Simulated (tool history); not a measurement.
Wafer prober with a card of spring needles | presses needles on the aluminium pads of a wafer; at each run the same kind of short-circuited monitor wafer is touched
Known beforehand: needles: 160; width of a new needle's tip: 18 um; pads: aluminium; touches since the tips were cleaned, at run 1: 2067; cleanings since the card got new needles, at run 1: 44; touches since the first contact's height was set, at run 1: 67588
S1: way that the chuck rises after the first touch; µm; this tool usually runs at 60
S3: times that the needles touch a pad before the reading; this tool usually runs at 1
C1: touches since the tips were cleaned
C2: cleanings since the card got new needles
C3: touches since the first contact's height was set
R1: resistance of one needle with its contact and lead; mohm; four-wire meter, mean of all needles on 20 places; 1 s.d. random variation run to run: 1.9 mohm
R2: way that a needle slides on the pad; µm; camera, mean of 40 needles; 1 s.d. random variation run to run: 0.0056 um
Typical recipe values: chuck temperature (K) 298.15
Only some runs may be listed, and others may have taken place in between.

run 1 day=0 | S1=60 chuck_temperature_(K)=298.15 S3=1 | C1=2067 C2=44 C3=67588 | R1=257 R2=7.487
-- day=0.412 tips cleaned on abrasive film
run 2 day=0.738 | S1=51 chuck_temperature_(K)=298.15 S3=1 | C1=4550 C2=45 C3=77916 | R1=318 R2=6.352
-- day=1.088 tips cleaned on abrasive film
-- day=1.1 height of the first contact set anew
-- day=1.667 tips cleaned on abrasive film
run 3 day=1.962 | S1=51 chuck_temperature_(K)=298.15 S3=1 | C1=4170 C2=47 C3=12069 | R1=309 R2=6.411
-- day=2.262 tips cleaned on abrasive film
run 4 day=2.554 | S1=43 chuck_temperature_(K)=298.15 S3=1 | C1=4135 C2=48 C3=20372 | R1=353 R2=5.395
-- day=2.821 tips cleaned on abrasive film
-- day=3.425 tips cleaned on abrasive film
run 5 day=3.604 | S1=43 chuck_temperature_(K)=298.15 S3=1 | C1=2528 C2=50 C3=35041 | R1=327 R2=5.382
-- day=4.017 tips cleaned on abrasive film
run 6 day=4.154 | S1=43 chuck_temperature_(K)=298.15 S3=1 | C1=1938 C2=51 C3=42718 | R1=325 R2=5.378
-- day=4.654 tips cleaned on abrasive film
run 7 day=4.988 | S1=43 chuck_temperature_(K)=298.15 S3=1 | C1=4717 C2=52 C3=54391 | R1=353 R2=5.372
-- day=5.283 tips cleaned on abrasive film
-- day=5.888 tips cleaned on abrasive film
run 8 day=6.029 | S1=43 chuck_temperature_(K)=298.15 S3=1 | C1=1964 C2=54 C3=68898 | R1=310 R2=5.343
-- day=6.488 tips cleaned on abrasive film
-- day=6.996 height of the first contact set anew
-- day=7.079 tips cleaned on abrasive film
run 9 day=7.296 | S1=60 chuck_temperature_(K)=310.15 S3=1 | C1=3073 C2=56 C3=4191 | R1=273 R2=7.551
-- day=7.704 tips cleaned on abrasive film
run 10 day=7.933 | S1=60 chuck_temperature_(K)=310.15 S3=1 | C1=3227 C2=57 C3=13083 | R1=283 R2=7.541
-- day=8.292 tips cleaned on abrasive film
run 11 day=8.696 | S1=60 chuck_temperature_(K)=310.15 S3=1 | C1=5674 C2=58 C3=23773 | R1=290 R2=7.529
-- day=8.867 tips cleaned on abrasive film
-- day=9.433 tips cleaned on abrasive film
run 12 day=9.967 | S1=60 chuck_temperature_(K)=310.15 S3=1 | C1=7524 C2=60 C3=41558 | R1=289 R2=7.523
-- day=10.088 tips cleaned on abrasive film
-- day=10.729 tips cleaned on abrasive film
run 13 day=11.15 | S1=60 chuck_temperature_(K)=298.15 S3=1 | C1=5925 C2=62 C3=58118 | R1=291 R2=7.51
-- day=11.329 tips cleaned on abrasive film
-- day=11.946 tips cleaned on abrasive film
run 14 day=12.25 | S1=51 chuck_temperature_(K)=298.15 S3=1 | C1=4271 C2=64 C3=73479 | R1=318 R2=6.351
-- day=12.562 tips cleaned on abrasive film
-- day=12.867 height of the first contact set anew
-- day=13.158 tips cleaned on abrasive film
run 15 day=13.279 | S1=51 chuck_temperature_(K)=298.15 S3=1 | C1=1692 C2=66 C3=5764 | R1=291 R2=6.414
-- day=13.783 tips cleaned on abrasive film
run 16 day=14.038 | S1=51 chuck_temperature_(K)=298.15 S3=1 | C1=3551 C2=67 C3=16374 | R1=315 R2=6.407
-- day=14.371 tips cleaned on abrasive film
-- day=14.929 tips cleaned on abrasive film
run 17 day=15.058 | S1=64 chuck_temperature_(K)=333.15 S3=1 | C1=1774 C2=69 C3=30630 | R1=260 R2=8.023
-- day=15.533 tips cleaned on abrasive film
-- day=16.1 tips cleaned on abrasive film
run 18 day=16.1 | S1=60 chuck_temperature_(K)=332.15 S3=2 | C1=0 C2=71 C3=45188 | R1=220 R2=7.501
-- day=16.671 tips cleaned on abrasive film
-- day=17.25 tips cleaned on abrasive film
run 19 day=17.392 | S1=73 chuck_temperature_(K)=344.15 S3=2 | C1=1996 C2=73 C3=63263 | R1=234 R2=9.128
-- day=17.904 tips cleaned on abrasive film
run 20 day=18.408 | S1=46 chuck_temperature_(K)=344.15 S3=2 | C1=7094 C2=74 C3=77552 | R1=308 R2=5.73
-- day=18.529 tips cleaned on abrasive film
-- day=18.729 height of the first contact set anew
-- day=19.112 tips cleaned on abrasive film
run 21 day=19.112 | S1=67 chuck_temperature_(K)=299.15 S3=1 | C1=0 C2=76 C3=5310 | R1=206 R2=8.429
-- day=19.725 tips cleaned on abrasive film
-- day=20.279 tips cleaned on abrasive film
run 22 day=20.421 | S1=68 chuck_temperature_(K)=299.15 S3=3 | C1=2009 C2=78 C3=23630 | R1=221 R2=8.528
-- day=20.883 tips cleaned on abrasive film
run 23 day=21.017 | S1=58 chuck_temperature_(K)=385.15 S3=2 | C1=1900 C2=79 C3=31954 | R1=267 R2=7.262
-- day=21.438 tips cleaned on abrasive film
run 24 day=21.738 | S1=43 chuck_temperature_(K)=313.15 S3=1 | C1=4178 C2=80 C3=42013 | R1=376 R2=5.366
-- day=22.038 tips cleaned on abrasive film
-- day=22.588 tips cleaned on abrasive film
run 25 day=22.592 | S1=43 chuck_temperature_(K)=313.15 S3=1 | C1=76 C2=82 C3=53974 | R1=254 R2=5.352
-- day=23.167 tips cleaned on abrasive film
run 26 day=23.383 | S1=43 chuck_temperature_(K)=313.15 S3=1 | C1=2994 C2=83 C3=65011 | R1=348 R2=5.351
-- day=23.788 tips cleaned on abrasive film
run 27 day=23.988 | S1=43 chuck_temperature_(K)=313.15 S3=1 | C1=2825 C2=84 C3=73505 | R1=343 R2=5.344
-- day=24.362 tips cleaned on abrasive film
-- day=24.608 height of the first contact set anew
run 28 day=24.733 | S1=43 chuck_temperature_(K)=313.15 S3=1 | C1=5054 C2=85 C3=1803 | R1=377 R2=5.416
-- day=24.971 tips cleaned on abrasive film
-- day=25.529 tips cleaned on abrasive film
run 29 day=25.529 | S1=43 chuck_temperature_(K)=313.15 S3=1 | C1=0 C2=87 C3=12871 | R1=245 R2=5.394
-- day=26.133 tips cleaned on abrasive film
run 30 day=26.204 | S1=79 chuck_temperature_(K)=313.15 S3=3 | C1=976 C2=88 C3=22306 | R1=213 R2=9.932
-- day=26.729 tips cleaned on abrasive film
-- day=27.375 tips cleaned on abrasive film
run 31 day=27.558 | S1=41 chuck_temperature_(K)=313.15 S3=3 | C1=2572 C2=90 C3=41254 | R1=276 R2=5.115

Results for each run, recomputed without the tool's hidden state and with each run's random variation untouched:
Unlogged tool condition in this case: debris on the tips, nm; way that the needles fall short of the set height, um; tips' diameter, um; drift of the gauge itself on contact_mohm, %; drift of the gauge itself on scrub_um, %.
run=1 R1=206 R2=7.553
run=2 R1=211 R2=6.426
run=3 R1=209 R2=6.419
run=4 R1=210 R2=5.41
run=5 R1=212 R2=5.41
run=6 R1=217 R2=5.412
run=7 R1=211 R2=5.416
run=8 R1=213 R2=5.405
run=9 R1=208 R2=7.558
run=10 R1=209 R2=7.555
run=11 R1=209 R2=7.548
run=12 R1=208 R2=7.554
run=13 R1=207 R2=7.554
run=14 R1=208 R2=6.413
run=15 R1=212 R2=6.42
run=16 R1=210 R2=6.419
run=17 R1=212 R2=8.051
run=18 R1=214 R2=7.546
run=19 R1=211 R2=9.189
run=20 R1=226 R2=5.801
run=21 R1=201 R2=8.438
run=22 R1=201 R2=8.553
run=23 R1=228 R2=7.297
run=24 R1=225 R2=5.41
run=25 R1=224 R2=5.413
run=26 R1=216 R2=5.418
run=27 R1=218 R2=5.421
run=28 R1=220 R2=5.416
run=29 R1=222 R2=5.408
run=30 R1=202 R2=9.955
run=31 R1=224 R2=5.158
